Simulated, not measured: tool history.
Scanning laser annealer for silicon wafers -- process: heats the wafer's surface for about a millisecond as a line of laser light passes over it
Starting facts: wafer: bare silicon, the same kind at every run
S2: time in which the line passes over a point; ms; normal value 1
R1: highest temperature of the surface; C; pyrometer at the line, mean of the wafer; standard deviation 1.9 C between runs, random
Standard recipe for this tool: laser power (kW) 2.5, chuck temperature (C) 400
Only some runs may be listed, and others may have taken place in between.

run 1 hour=0 | laser_power_(kW)=2.5 S2=1 chuck_temperature_(C)=400 | R1=1115
run 2 hour=17.4 | laser_power_(kW)=2.5 S2=1 chuck_temperature_(C)=431 | R1=1146
run 3 hour=30.1 | laser_power_(kW)=2.5 S2=1 chuck_temperature_(C)=400 | R1=1113
run 4 hour=40 | laser_power_(kW)=2.408 S2=1 chuck_temperature_(C)=400 | R1=1086
run 5 hour=61.2 | laser_power_(kW)=2.408 S2=1 chuck_temperature_(C)=400 | R1=1087
run 6 hour=70.2 | laser_power_(kW)=2.408 S2=1 chuck_temperature_(C)=400 | R1=1085
run 7 hour=87.9 | laser_power_(kW)=2.408 S2=1 chuck_temperature_(C)=400 | R1=1083
run 8 hour=102.2 | laser_power_(kW)=2.5 S2=1 chuck_temperature_(C)=390 | R1=1106
run 9 hour=113.3 | laser_power_(kW)=2.559 S2=1 chuck_temperature_(C)=400 | R1=1128
run 10 hour=132.8 | laser_power_(kW)=2.559 S2=1 chuck_temperature_(C)=400 | R1=1130
run 11 hour=151.4 | laser_power_(kW)=2.559 S2=1 chuck_temperature_(C)=400 | R1=1130
run 12 hour=160.4 | laser_power_(kW)=2.5 S2=1 chuck_temperature_(C)=400 | R1=1107
run 13 hour=180.5 | laser_power_(kW)=2.5 S2=1 chuck_temperature_(C)=400 | R1=1112
run 14 hour=190.9 | laser_power_(kW)=2.5 S2=1 chuck_temperature_(C)=400 | R1=1108
run 15 hour=206.1 | laser_power_(kW)=2.5 S2=1 chuck_temperature_(C)=400 | R1=1111
-- hour=209.8 window over the wafer cleaned
run 16 hour=217.9 | laser_power_(kW)=2.357 S2=1 chuck_temperature_(C)=400 | R1=1063
run 17 hour=227.3 | laser_power_(kW)=2.357 S2=1 chuck_temperature_(C)=400 | R1=1062
run 18 hour=243.9 | laser_power_(kW)=2.5 S2=1 chuck_temperature_(C)=400 | R1=1107
run 19 hour=259.4 | laser_power_(kW)=2.5 S2=1 chuck_temperature_(C)=400 | R1=1106
run 20 hour=280.8 | laser_power_(kW)=2.282 S2=1 chuck_temperature_(C)=428 | R1=1061
-- hour=289.3 window over the wafer cleaned, once more
run 21 hour=300.2 | laser_power_(kW)=2.5 S2=1 chuck_temperature_(C)=381 | R1=1112
run 22 hour=312 | laser_power_(kW)=2.5 S2=1 chuck_temperature_(C)=381 | R1=1113
run 23 hour=322.9 | laser_power_(kW)=2.331 S2=1.22 chuck_temperature_(C)=400 | R1=1140
run 24 hour=342.6 | laser_power_(kW)=2.331 S2=1.22 chuck_temperature_(C)=400 | R1=1132
run 25 hour=361.7 | laser_power_(kW)=2.5 S2=1.02 chuck_temperature_(C)=362 | R1=1092
run 26 hour=378.7 | laser_power_(kW)=2.551 S2=1.16 chuck_temperature_(C)=362 | R1=1156
run 27 hour=394 | laser_power_(kW)=2.5 S2=1 chuck_temperature_(C)=402 | R1=1132
run 28 hour=407.4 | laser_power_(kW)=2.622 S2=0.89 chuck_temperature_(C)=421 | R1=1153
run 29 hour=420 | laser_power_(kW)=2.622 S2=0.87 chuck_temperature_(C)=421 | R1=1142
run 30 hour=432.6 | laser_power_(kW)=2.728 S2=0.97 chuck_temperature_(C)=400 | R1=1190
run 31 hour=448.6 | laser_power_(kW)=2.73 S2=0.97 chuck_temperature_(C)=414 | R1=1201
run 32 hour=460.9 | laser_power_(kW)=2.207 S2=1.14 chuck_temperature_(C)=400 | R1=1067
run 33 hour=477.2 | laser_power_(kW)=2.207 S2=0.89 chuck_temperature_(C)=387 | R1=989
run 34 hour=498.6 | laser_power_(kW)=2.5 S2=0.97 chuck_temperature_(C)=403 | R1=1118
run 35 hour=508.4 | laser_power_(kW)=2.136 S2=0.97 chuck_temperature_(C)=410 | R1=1009
run 36 hour=520.6 | laser_power_(kW)=2.739 S2=0.97 chuck_temperature_(C)=408 | R1=1201
run 37 hour=540.9 | laser_power_(kW)=2.739 S2=0.97 chuck_temperature_(C)=408 | R1=1197

Below, some changes in R1 between adjacent runs. For each, the amount present without the hidden state too (settings, incoming material, random variation) and the amount remaining for the hidden state with gauge scatter not shared by both compared results:
The hidden state here: light that passes the window, % of a clean one's; laser's true power over the reading, %; width of the line over the set one, %; drift of the gauge itself on peak_c, C.
Run 17 -> 18: laser power (kW) 2.357 -> 2.5. R1 +45 C: hidden state -3, all else +48.
Run 20 -> 21: laser power (kW) 2.282 -> 2.5, chuck temperature (C) 428 -> 381, window over the wafer cleaned, once more. R1 +51 C: hidden state +24, all else +27.
Run 31 -> 32: laser power (kW) 2.73 -> 2.207, S2 0.97 -> 1.14, chuck temperature (C) 414 -> 400. R1 -134 C: hidden state +1, all else -135.
Run 33 -> 34: laser power (kW) 2.207 -> 2.5, S2 0.89 -> 0.97, chuck temperature (C) 387 -> 403. R1 +129 C: hidden state -3, all else +132.
Run 35 -> 36: laser power (kW) 2.136 -> 2.739, chuck temperature (C) 410 -> 408. R1 +192 C: hidden state -4, all else +196.
